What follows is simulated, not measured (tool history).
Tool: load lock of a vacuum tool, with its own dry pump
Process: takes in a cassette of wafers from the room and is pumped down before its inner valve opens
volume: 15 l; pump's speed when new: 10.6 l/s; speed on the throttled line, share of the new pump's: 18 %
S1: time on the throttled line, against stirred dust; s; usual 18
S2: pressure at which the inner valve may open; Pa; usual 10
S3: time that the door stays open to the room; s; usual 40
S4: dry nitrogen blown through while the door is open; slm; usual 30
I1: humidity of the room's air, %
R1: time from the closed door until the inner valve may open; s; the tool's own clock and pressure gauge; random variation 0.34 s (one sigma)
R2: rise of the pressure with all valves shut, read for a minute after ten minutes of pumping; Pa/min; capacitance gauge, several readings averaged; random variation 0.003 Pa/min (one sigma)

Run 1, day 0: usual settings; I1 46.4. Result: R1 28.6 s, R2 0.043 Pa/min.
Run 2, day 3.683: usual settings; I1 46.7. Result: R1 27.6 s, R2 0.041 Pa/min.
Run 3, day 6.875: usual settings; I1 43.6. Result: R1 28.2 s, R2 0.042 Pa/min.
Run 4, day 10.671: usual settings; I1 47.8. Result: R1 27.9 s, R2 0.05 Pa/min.
Run 5, day 14.683: usual settings; I1 45.9. Result: R1 28.7 s, R2 0.052 Pa/min.
Run 6, day 17.579: usual settings but S1 25 s, S2 9 Pa, S3 37 s, S4 33 slm; I1 49.1. Result: R1 34.6 s, R2 0.046 Pa/min.
Run 7, day 20.396: usual settings but S1 25 s, S2 9 Pa, S3 37 s, S4 33 slm; I1 48.1. Result: R1 34.1 s, R2 0.045 Pa/min.
Run 8, day 24.746: usual settings but S1 30 s, S3 70 s; I1 47.1. Result: R1 38.4 s, R2 0.055 Pa/min.
Run 9, day 26.629: usual settings but S1 34 s, S2 17 Pa, S3 127 s, S4 26 slm; I1 42.2. Result: R1 40.8 s, R2 0.065 Pa/min.
Run 10, day 30.683: usual settings but S1 34 s, S2 17 Pa, S3 127 s, S4 21 slm; I1 45.7. Result: R1 40.7 s, R2 0.065 Pa/min.

Forecast each of these 5 alternatives for the next run:
Run A, day 34.317: usual settings but S1 34 s, S2 17 Pa, S3 143 s, S4 21 slm; I1 44.9. Result: R1 ?, R2 ?.
Run B, day 34.317: usual settings but S1 34 s, S2 17 Pa, S3 120 s, S4 21 slm; I1 40.9. Result: R1 ?, R2 ?.
Run C, day 34.317: usual settings but S1 16 s, S2 14 Pa, S3 53 s, S4 21 slm; I1 46.7. Result: R1 ?, R2 ?.
Run D, day 34.317: usual settings but S3 176 s, S4 7 slm; I1 48.1. Result: R1 ?, R2 ?.
Run E, day 34.317: usual settings but S1 34 s, S2 15 Pa, S3 127 s, S4 21 slm; I1 49.6. Result: R1 ?, R2 ?.

run    R1     R2
  A  41.3  0.062
  B  41.2  0.062
  C  25.8  0.056
  D  27.8  0.094
  E  40.8  0.067
Without the tool's hidden state the same runs would have given:
run    R1     R2
  A    41  0.027
  B  40.9  0.028
  C  25.4  0.021
  D  27.3   0.06
  E  40.5  0.032
